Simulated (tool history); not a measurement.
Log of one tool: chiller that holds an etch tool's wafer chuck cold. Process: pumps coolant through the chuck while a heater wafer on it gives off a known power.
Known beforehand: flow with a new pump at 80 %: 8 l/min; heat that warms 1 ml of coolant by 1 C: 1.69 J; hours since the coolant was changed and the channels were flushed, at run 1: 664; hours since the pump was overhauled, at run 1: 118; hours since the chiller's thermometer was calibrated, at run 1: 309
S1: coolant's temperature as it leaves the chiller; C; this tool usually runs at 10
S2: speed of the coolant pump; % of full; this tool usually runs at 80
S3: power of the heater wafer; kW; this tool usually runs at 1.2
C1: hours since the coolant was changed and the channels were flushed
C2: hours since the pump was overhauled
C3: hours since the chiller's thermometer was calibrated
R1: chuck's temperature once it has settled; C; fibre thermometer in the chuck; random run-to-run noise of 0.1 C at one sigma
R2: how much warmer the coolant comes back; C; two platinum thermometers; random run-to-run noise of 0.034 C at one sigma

run 1 hour=0 | S1=10 S2=80 S3=1.2 | C1=664 C2=118 C3=309 | R1=19.6 R2=5.29
run 2 hour=51 | S1=10 S2=80 S3=1.2 | C1=715 C2=169 C3=360 | R1=19.7 R2=5.28
run 3 hour=94.5 | S1=10 S2=80 S3=1.2 | C1=759 C2=212 C3=403 | R1=19.4 R2=5.27
run 4 hour=137.7 | S1=10 S2=80 S3=1.2 | C1=802 C2=255 C3=446 | R1=19.5 R2=5.33
run 5 hour=181.6 | S1=10 S2=80 S3=1.2 | C1=846 C2=299 C3=490 | R1=19.5 R2=5.29
run 6 hour=209.8 | S1=10 S2=80 S3=0.816 | C1=874 C2=328 C3=519 | R1=16.6 R2=3.58
run 7 hour=258 | S1=19 S2=77 S3=0.991 | C1=922 C2=376 C3=567 | R1=27.3 R2=4.54
run 8 hour=301.8 | S1=19 S2=77 S3=0.991 | C1=966 C2=420 C3=611 | R1=27.3 R2=4.54
run 9 hour=337.2 | S1=16 S2=64 S3=0.846 | C1=1001 C2=455 C3=646 | R1=24 R2=4.7
run 10 hour=389.3 | S1=10 S2=70 S3=1.2 | C1=1054 C2=507 C3=698 | R1=20.6 R2=6.03
run 11 hour=428.2 | S1=10 S2=64 S3=1.271 | C1=1092 C2=546 C3=737 | R1=22 R2=6.94

Here are 3 independent what-if runs from the current tool condition. What would each one return?
run A hour=477.3 | S1=2 S2=69 S3=1.761 | C1=1142 C2=595 C3=786 | R1=? R2=?
run B hour=477.3 | S1=9 S2=61 S3=1.148 | C1=1142 C2=595 C3=786 | R1=? R2=?
run C hour=477.3 | S1=16 S2=69 S3=1.234 | C1=1142 C2=595 C3=786 | R1=? R2=?

run=A R1=17.8 R2=8.94
run=B R1=20.2 R2=6.58
run=C R1=27.1 R2=6.33
Had the tool no hidden state, the same runs would have come out as:
run=A R1=17.8 R2=9.02
run=B R1=20.2 R2=6.66
run=C R1=27.1 R2=6.41
